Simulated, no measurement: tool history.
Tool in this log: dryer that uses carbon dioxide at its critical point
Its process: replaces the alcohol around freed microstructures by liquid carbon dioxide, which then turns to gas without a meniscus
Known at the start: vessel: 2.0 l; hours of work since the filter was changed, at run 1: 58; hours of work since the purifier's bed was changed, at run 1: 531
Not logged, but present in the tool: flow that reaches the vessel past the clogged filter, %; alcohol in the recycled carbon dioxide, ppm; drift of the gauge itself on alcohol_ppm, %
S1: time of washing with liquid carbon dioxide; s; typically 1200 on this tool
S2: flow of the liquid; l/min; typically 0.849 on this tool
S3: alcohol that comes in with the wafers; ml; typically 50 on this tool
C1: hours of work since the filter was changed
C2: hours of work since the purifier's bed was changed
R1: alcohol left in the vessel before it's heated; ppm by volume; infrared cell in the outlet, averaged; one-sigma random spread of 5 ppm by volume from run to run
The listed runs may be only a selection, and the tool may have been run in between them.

run,hour,S1,S2,S3,C1,C2,R1
1,0,1200,0.849,50,58,531,158
2,31,1200,0.849,50,75,548,154
3,65,1200,0.849,50,93,567,174
4,104.6,1200,0.849,50,115,589,181
5,174,1200,0.849,50,153,627,197
6,216.4,1200,0.849,50,176,650,209
# hour 250.6: inlet filter changed
7,259.9,1200,0.849,50,5,673,155
8,330.8,1200,0.849,50,44,712,197
9,381.2,960,0.849,50,72,740,305
10,414.9,960,0.849,50,90,758,326
11,485.4,960,0.849,50,129,797,364
12,546.9,1200,0.849,50,163,831,238
13,588.2,1200,0.849,50,185,853,260
# hour 605: inlet filter changed
14,622.5,1200,0.857,50,10,872,207
15,692.9,1200,0.857,50,48,910,212
16,748.6,1200,0.857,50,79,941,218
17,805.5,1200,0.857,50,110,972,239
18,869.9,1200,0.857,50,145,1007,270
19,917.4,1200,0.857,50,171,1033,273
# hour 959.8: inlet filter changed
20,981.5,1200,0.857,50,12,1068,240
21,1046.7,1200,0.857,50,48,1104,250
22,1094,1200,0.857,50,74,1130,274
23,1149.7,1200,0.857,50,104,1160,293
# hour 1198.4: purifier's bed changed
24,1221.5,1860,0.872,94,142,13,13
25,1288.8,900,0.872,105,179,50,676
# hour 1317.5: inlet filter changed
26,1359.3,720,0.869,28,23,88,265
27,1392.5,720,0.869,28,41,106,289
28,1423.8,960,1.004,84,58,123,126
29,1455.4,1200,0.573,93,76,140,706
30,1506.1,1320,0.874,50,103,168,60
31,1565.1,1200,0.849,31,136,201,85
32,1608.1,840,0.849,81,159,224,759
# hour 1673.6: inlet filter changed
33,1673.6,1800,0.659,50,0,260,65
34,1719.9,1200,1.273,50,25,285,48
35,1784,1800,0.545,50,61,320,122
36,1829.3,780,0.956,111,85,345,641
37,1891.8,1800,0.573,50,120,379,132
38,1960.2,780,0.849,79,157,417,954
# hour 2032.1: inlet filter changed
39,2032.1,1200,1.289,28,0,456,100
40,2073.1,1380,0.576,35,22,478,197
41,2108.9,1380,0.576,25,42,498,174
42,2152.2,840,0.849,70,66,521,498
43,2217.2,1800,0.831,37,101,557,107
44,2251.3,1020,1.117,26,120,576,119
45,2319.1,1020,1.118,99,157,613,193
46,2381,1020,1.118,99,191,647,208

Below are 3 alternative next runs, each starting from the tool's condition after run 46. Predict each:
# hour 2389.5: inlet filter changed
A,2418.6,1200,0.536,50,16,667,?
# hour 2389.5: inlet filter changed
B,2418.6,780,1.177,99,16,667,?
# hour 2389.5: inlet filter changed
C,2418.6,1140,0.559,39,16,667,?

run,R1
A,518
B,261
C,436
Stripped of hidden state, with their random variation kept, the same runs would have yielded:
run,R1
A,368
B,121
C,293
